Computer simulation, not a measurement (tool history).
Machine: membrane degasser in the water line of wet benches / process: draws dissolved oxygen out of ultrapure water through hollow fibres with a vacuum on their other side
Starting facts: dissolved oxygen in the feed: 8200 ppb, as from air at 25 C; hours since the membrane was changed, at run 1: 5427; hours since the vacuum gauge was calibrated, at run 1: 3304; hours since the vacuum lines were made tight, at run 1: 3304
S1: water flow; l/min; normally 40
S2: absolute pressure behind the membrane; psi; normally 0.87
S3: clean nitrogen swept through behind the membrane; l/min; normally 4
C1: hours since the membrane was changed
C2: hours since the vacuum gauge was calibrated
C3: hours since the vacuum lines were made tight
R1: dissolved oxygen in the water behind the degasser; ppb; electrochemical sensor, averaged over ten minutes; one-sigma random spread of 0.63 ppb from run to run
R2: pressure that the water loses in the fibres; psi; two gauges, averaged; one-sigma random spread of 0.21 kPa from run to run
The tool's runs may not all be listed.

run      day  S1     S2    S3    C1    C2    C3     R1      R2
  1        0  40   0.87     4  5427  3304  3304   84.9   7.435
  2   10.025  26   0.87     4  5668  3545  3545   52.2   4.805
  3   14.875  26   0.87     4  5784  3661  3661     52   4.828
  4   19.612  26   0.87     4  5898  3775  3775   52.4   4.793
  5   28.417  40   0.87     4  6109  3986  3986   84.2   7.427
  6   35.262  40   0.87  7.56  6274  4151  4151     54   7.426
      39.825  -- vacuum gauge calibrated
  7   40.338  40   0.87  1.83  6395    12  4272  150.7   7.409
  8   48.883  40   0.87  1.83  6600   217  4477  151.9   7.417
  9   53.792  40   0.87  7.16  6718   335  4595   54.7   7.422
 10   63.379  40   0.87     4  6948   565  4825   82.8   7.465
 11   70.079  40   0.87     4  7109   726  4986   84.2   7.424
 12   75.142  40  0.734  8.72  7230   848  5107   38.6   7.391
 13   84.833  40   0.87  8.45  7463  1080  5340     50   7.491
 14       90  40   1.32   2.5  7587  1204  5464  229.7   7.472
 15   96.096  53  1.926   6.8  7733  1351  5610  213.5   9.851
 16  107.221  35  0.596  9.95  8000  1617  5877   21.7   6.503
 17  115.712  37   0.87  2.91  8204  1821  6081   99.4   6.876
 18  121.258  37  0.566  7.12  8337  1954  6214   24.4   6.907
 19  127.112  40   0.87  3.29  8477  2095  6355   97.8    7.44
 20    132.7  56   0.87     4  8612  2229  6489    123   10.45
 21  137.358  56   0.87     4  8723  2341  6600  123.2  10.507

Predict each of these 4 candidate next runs independently; none follows another, all start after run 21:
  A  142.567  56   0.87  4.05  8848  2466  6725   ?   ?
  B  142.567  38  1.001  4.39  8848  2466  6725   ?   ?
  C  142.567  47  0.912  3.23  8848  2466  6725   ?   ?
  D  142.567  40  1.401     4  8848  2466  6725   ?   ?

run     R1      R2
  A  121.6  10.472
  B   93.2   7.088
  C  128.2   8.782
  D    170   7.429
Stripped of hidden state, with their random variation kept, the same runs would have yielded:
run     R1      R2
  A    116  10.238
  B   89.6   6.931
  C  123.2   8.588
  D  165.6   7.263
